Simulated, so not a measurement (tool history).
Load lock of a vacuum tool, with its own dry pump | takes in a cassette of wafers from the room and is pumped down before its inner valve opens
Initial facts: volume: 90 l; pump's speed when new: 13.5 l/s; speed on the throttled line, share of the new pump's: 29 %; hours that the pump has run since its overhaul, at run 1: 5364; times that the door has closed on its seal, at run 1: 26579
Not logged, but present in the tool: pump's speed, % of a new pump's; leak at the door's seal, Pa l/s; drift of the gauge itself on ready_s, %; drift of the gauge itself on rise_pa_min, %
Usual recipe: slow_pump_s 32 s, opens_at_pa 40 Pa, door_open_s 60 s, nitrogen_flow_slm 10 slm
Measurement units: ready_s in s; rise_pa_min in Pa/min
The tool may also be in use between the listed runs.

| run | hour | slow_pump_s | opens_at_pa | door_open_s | nitrogen_flow_slm | hours that the pump has run since its overhaul | times that the door has closed on its seal | incoming humidity of the room's air, % | ready_s | rise_pa_min |
|---|---|---|---|---|---|---|---|---|---|---|
| 1 | 0 | 32 | 40 | 60 | 10 | 5364 | 26579 | 47.3 | 77.1 | 0.551 |
| 2 | 226.9 | 32 | 40 | 60 | 10 | 5591 | 27443 | 42.2 | 77.4 | 0.581 |
| 3 | 513.3 | 32 | 40 | 60 | 10 | 5878 | 28534 | 42.7 | 77.9 | 0.628 |
| 4 | 900 | 32 | 40 | 60 | 10 | 6264 | 30007 | 42.2 | 77.8 | 0.661 |
|  | 966.6 | door's seal changed, seat wiped |
| 5 | 1162.2 | 32 | 40 | 60 | 10 | 6525 | 745 | 46.4 | 78.2 | 0.048 |
| 6 | 1364.7 | 32 | 40 | 60 | 10 | 6728 | 1517 | 43.1 | 78.3 | 0.05 |
| 7 | 1596.4 | 32 | 40 | 60 | 10 | 6959 | 2399 | 45.4 | 78.3 | 0.058 |
| 8 | 1924.3 | 32 | 40 | 60 | 22 | 7287 | 3648 | 46.9 | 78.4 | 0.056 |
| 9 | 2181.5 | 32 | 40 | 60 | 22 | 7544 | 4628 | 45.2 | 78.9 | 0.069 |
| 10 | 2446.1 | 32 | 40 | 60 | 22 | 7809 | 5636 | 44.7 | 78.9 | 0.082 |
| 11 | 2729.9 | 32 | 40 | 34 | 22 | 8093 | 6717 | 43.1 | 79 | 0.087 |
| 12 | 2895.1 | 32 | 40 | 34 | 22 | 8258 | 7346 | 46 | 78.9 | 0.092 |
| 13 | 3206.8 | 32 | 40 | 34 | 22 | 8570 | 8533 | 44.4 | 79 | 0.121 |
| 14 | 3566.7 | 32 | 40 | 56 | 10 | 8930 | 9904 | 41.5 | 79.3 | 0.152 |
| 15 | 3729 | 30 | 46 | 60 | 10 | 9092 | 10522 | 44.8 | 76.8 | 0.16 |
| 16 | 4073.7 | 39 | 40 | 118 | 10 | 9437 | 11835 | 46.3 | 84.5 | 0.212 |
| 17 | 4413.1 | 39 | 40 | 118 | 10 | 9776 | 13128 | 46.4 | 84.3 | 0.237 |
| 18 | 4577.7 | 44 | 71 | 59 | 10 | 9941 | 13755 | 46.4 | 84.9 | 0.228 |
| 19 | 4761.2 | 24 | 61 | 44 | 16 | 10124 | 14454 | 43.7 | 70.8 | 0.229 |
| 20 | 5046.1 | 24 | 32 | 44 | 5 | 10409 | 15539 | 40.6 | 75.5 | 0.255 |
| 21 | 5261.8 | 24 | 32 | 44 | 5 | 10625 | 16361 | 43.9 | 76 | 0.279 |
| 22 | 5503.4 | 32 | 59 | 28 | 12 | 10866 | 17281 | 43.5 | 78.4 | 0.279 |
| 23 | 5898.8 | 48 | 71 | 60 | 15 | 11262 | 18787 | 42.6 | 86.6 | 0.334 |
| 24 | 6252.1 | 48 | 71 | 60 | 15 | 11615 | 20133 | 45 | 86.2 | 0.371 |
| 25 | 6565.4 | 48 | 71 | 60 | 15 | 11928 | 21326 | 46.9 | 87.3 | 0.415 |
| 26 | 6769.1 | 32 | 41 | 141 | 42 | 12132 | 22102 | 43.5 | 81.4 | 0.432 |
| 27 | 7102.6 | 21 | 40 | 41 | 10 | 12465 | 23372 | 45.8 | 73.6 | 0.47 |

5 options for the next run, each taken on its own from the tool as it stands now. Forecast them:
| A | 7412.2 | 19 | 40 | 41 | 10 | 12775 | 24552 | 38.6 | ? | ? |
| B | 7412.2 | 51 | 40 | 216 | 10 | 12775 | 24552 | 44.7 | ? | ? |
| C | 7412.2 | 21 | 29 | 172 | 10 | 12775 | 24552 | 45.3 | ? | ? |
| D | 7412.2 | 20 | 62 | 41 | 23 | 12775 | 24552 | 43.5 | ? | ? |
| E | 7412.2 | 18 | 51 | 60 | 10 | 12775 | 24552 | 44.7 | ? | ? |

| run | ready_s | rise_pa_min |
|---|---|---|
| A | 72.7 | 0.494 |
| B | 94.4 | 0.56 |
| C | 77.3 | 0.552 |
| D | 70.7 | 0.484 |
| E | 70.5 | 0.514 |
The same runs, with their run-to-run variation unchanged, on a tool lacking any hidden condition would have given:
| run | ready_s | rise_pa_min |
|---|---|---|
| A | 65.6 | 0.017 |
| B | 88.7 | 0.082 |
| C | 69.7 | 0.076 |
| D | 64 | 0.019 |
| E | 63.5 | 0.035 |

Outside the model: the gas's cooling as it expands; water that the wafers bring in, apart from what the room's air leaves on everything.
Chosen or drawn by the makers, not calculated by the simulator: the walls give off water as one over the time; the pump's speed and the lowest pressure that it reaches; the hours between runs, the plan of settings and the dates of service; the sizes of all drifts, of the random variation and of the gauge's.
